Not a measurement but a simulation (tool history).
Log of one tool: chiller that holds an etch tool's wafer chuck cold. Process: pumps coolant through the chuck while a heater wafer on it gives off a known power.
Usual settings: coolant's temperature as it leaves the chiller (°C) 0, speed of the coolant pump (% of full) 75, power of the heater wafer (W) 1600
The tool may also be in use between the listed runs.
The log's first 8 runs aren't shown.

run,hour,coolant's temperature as it leaves the chiller (°C),speed of the coolant pump (% of full),power of the heater wafer (W),chuck's temperature once it has settled (°C),how much warmer the coolant comes back (C)
9,759.6,0,75,1600,11.9,5.08
10,842.2,0,75,929,6.7,2.96
11,910.9,9,75,929,15.8,2.97
12,989.6,0,84,1600,10.7,4.58
13,1099.4,0,84,1600,10.8,4.63
14,1199.0,0,75,837,6.0,2.67
15,1257.5,0,75,1600,12.0,5.10
16,1346.2,0,83,1600,11.0,4.66
17,1441.9,0,67,1600,13.2,5.73
18,1500.5,0,67,1600,13.3,5.76
19,1566.1,0,67,1600,13.4,5.79
20,1653.7,0,73,1600,12.4,5.30
21,1765.9,0,84,2155,15.1,6.34
22,1830.1,0,92,2155,13.9,5.73

The next listed run, before its measurement:
23,1896.5,-9,90,1275,?,?

Run 23 gave chuck's temperature once it has settled (°C) -0.7, how much warmer the coolant comes back (C) 3.46.
Without the tool's hidden state the same run would have given chuck's temperature once it has settled (°C) -1.7, how much warmer the coolant comes back (C) 2.97.
